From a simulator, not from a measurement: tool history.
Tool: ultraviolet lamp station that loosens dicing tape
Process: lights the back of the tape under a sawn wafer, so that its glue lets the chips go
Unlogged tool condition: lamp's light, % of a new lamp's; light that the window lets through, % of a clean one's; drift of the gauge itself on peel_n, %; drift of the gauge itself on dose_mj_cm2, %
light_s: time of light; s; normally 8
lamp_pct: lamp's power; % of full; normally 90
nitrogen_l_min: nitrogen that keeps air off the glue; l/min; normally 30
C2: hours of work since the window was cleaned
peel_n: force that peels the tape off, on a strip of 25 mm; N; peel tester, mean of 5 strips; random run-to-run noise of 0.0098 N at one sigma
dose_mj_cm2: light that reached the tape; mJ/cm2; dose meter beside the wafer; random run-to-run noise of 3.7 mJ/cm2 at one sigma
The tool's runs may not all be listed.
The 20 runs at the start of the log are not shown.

Run 21, day 15.421: usual settings but light_s 13 s, lamp_pct 84 % of full, nitrogen_l_min 15 l/min; hours of work of the lamp 523; C2 58. Result: peel_n 0.292 N, dose_mj_cm2 953 mJ/cm2.
Run 22, day 16.446: usual settings but light_s 14 s, lamp_pct 84 % of full, nitrogen_l_min 15 l/min; hours of work of the lamp 535; C2 70. Result: peel_n 0.258 N, dose_mj_cm2 1035 mJ/cm2.
Run 23, day 17.088: usual settings but light_s 14 s, lamp_pct 84 % of full, nitrogen_l_min 15 l/min; hours of work of the lamp 543; C2 78. Result: peel_n 0.256 N, dose_mj_cm2 1036 mJ/cm2.
Run 24, day 18.142: usual settings but light_s 10 s, lamp_pct 71 % of full, nitrogen_l_min 9 l/min; hours of work of the lamp 555; C2 90. Result: peel_n 0.950 N, dose_mj_cm2 620 mJ/cm2.
Run 25, day 18.862: usual settings but light_s 10 s, lamp_pct 71 % of full, nitrogen_l_min 9 l/min; hours of work of the lamp 564; C2 99. Result: peel_n 0.961 N, dose_mj_cm2 628 mJ/cm2.
Run 26, day 19.325: usual settings but nitrogen_l_min 19 l/min; hours of work of the lamp 569; C2 105. Result: peel_n 0.584 N, dose_mj_cm2 641 mJ/cm2.
Run 27, day 20.221: usual settings but light_s 10 s, lamp_pct 66 % of full, nitrogen_l_min 10 l/min; hours of work of the lamp 580; C2 115. Result: peel_n 0.999 N, dose_mj_cm2 583 mJ/cm2.
At day 20.921: gauge calibrated.
Run 28, day 20.996: usual settings but light_s 6 s, lamp_pct 97 % of full; hours of work of the lamp 589; C2 124. Result: peel_n 0.650 N, dose_mj_cm2 494 mJ/cm2.
Run 29, day 22.062: usual settings but light_s 6 s, lamp_pct 94 % of full, nitrogen_l_min 12 l/min; hours of work of the lamp 602; C2 137. Result: peel_n 1.178 N, dose_mj_cm2 493 mJ/cm2.
Run 30, day 22.875: usual settings but light_s 6 s, lamp_pct 94 % of full, nitrogen_l_min 12 l/min; hours of work of the lamp 612; C2 147. Result: peel_n 1.176 N, dose_mj_cm2 484 mJ/cm2.
Run 31, day 23.829: usual settings but light_s 6 s, lamp_pct 94 % of full, nitrogen_l_min 12 l/min; hours of work of the lamp 623; C2 158. Result: peel_n 1.156 N, dose_mj_cm2 491 mJ/cm2.
Run 32, day 24.467: usual settings but light_s 6 s, lamp_pct 94 % of full, nitrogen_l_min 12 l/min; hours of work of the lamp 630; C2 166. Result: peel_n 1.208 N, dose_mj_cm2 483 mJ/cm2.
Run 33, day 25.058: usual settings but light_s 13 s, lamp_pct 94 % of full, nitrogen_l_min 12 l/min; hours of work of the lamp 637; C2 173. Result: peel_n 0.274 N, dose_mj_cm2 1063 mJ/cm2.
Run 34, day 25.817: usual settings but light_s 13 s, lamp_pct 94 % of full, nitrogen_l_min 12 l/min; hours of work of the lamp 646; C2 182. Result: peel_n 0.267 N, dose_mj_cm2 1050 mJ/cm2.
Run 35, day 26.438: usual settings but light_s 13 s, lamp_pct 94 % of full, nitrogen_l_min 12 l/min; hours of work of the lamp 654; C2 189. Result: peel_n 0.267 N, dose_mj_cm2 1061 mJ/cm2.
Run 36, day 27.517: usual settings but light_s 6 s, lamp_pct 78 % of full, nitrogen_l_min 29 l/min; hours of work of the lamp 667; C2 202. Result: peel_n 0.992 N, dose_mj_cm2 409 mJ/cm2.
Run 37, day 27.983: usual settings but light_s 6 s, lamp_pct 78 % of full, nitrogen_l_min 29 l/min; hours of work of the lamp 672; C2 207. Result: peel_n 1.028 N, dose_mj_cm2 403 mJ/cm2.
Run 38, day 28.758: usual settings but light_s 9 s, lamp_pct 79 % of full, nitrogen_l_min 13 l/min; hours of work of the lamp 681; C2 216. Result: peel_n 0.730 N, dose_mj_cm2 619 mJ/cm2.
Run 39, day 29.433: usual settings but nitrogen_l_min 26 l/min; hours of work of the lamp 689; C2 224. Result: peel_n 0.460 N, dose_mj_cm2 620 mJ/cm2.
Run 40, day 30.371: usual settings but lamp_pct 78 % of full; hours of work of the lamp 701; C2 236. Result: peel_n 0.563 N, dose_mj_cm2 548 mJ/cm2.

3 options for the next run, each taken on its own from the tool as it stands now. Forecast them:
Run A, day 31.375: usual settings but light_s 13 s, lamp_pct 69 % of full; hours of work of the lamp 712; C2 248. Result: peel_n ?, dose_mj_cm2 ?.
Run B, day 31.375: usual settings but light_s 6 s, lamp_pct 76 % of full, nitrogen_l_min 54 l/min; hours of work of the lamp 712; C2 248. Result: peel_n ?, dose_mj_cm2 ?.
Run C, day 31.375: usual settings but light_s 16 s; hours of work of the lamp 712; C2 248. Result: peel_n ?, dose_mj_cm2 ?.

run  peel_n  dose_mj_cm2
  A   0.282          775
  B   0.742          395
  C   0.158         1264
Had the tool no hidden state, the same runs would have come out as:
run  peel_n  dose_mj_cm2
  A   0.281          766
  B   0.739          391
  C   0.158         1249

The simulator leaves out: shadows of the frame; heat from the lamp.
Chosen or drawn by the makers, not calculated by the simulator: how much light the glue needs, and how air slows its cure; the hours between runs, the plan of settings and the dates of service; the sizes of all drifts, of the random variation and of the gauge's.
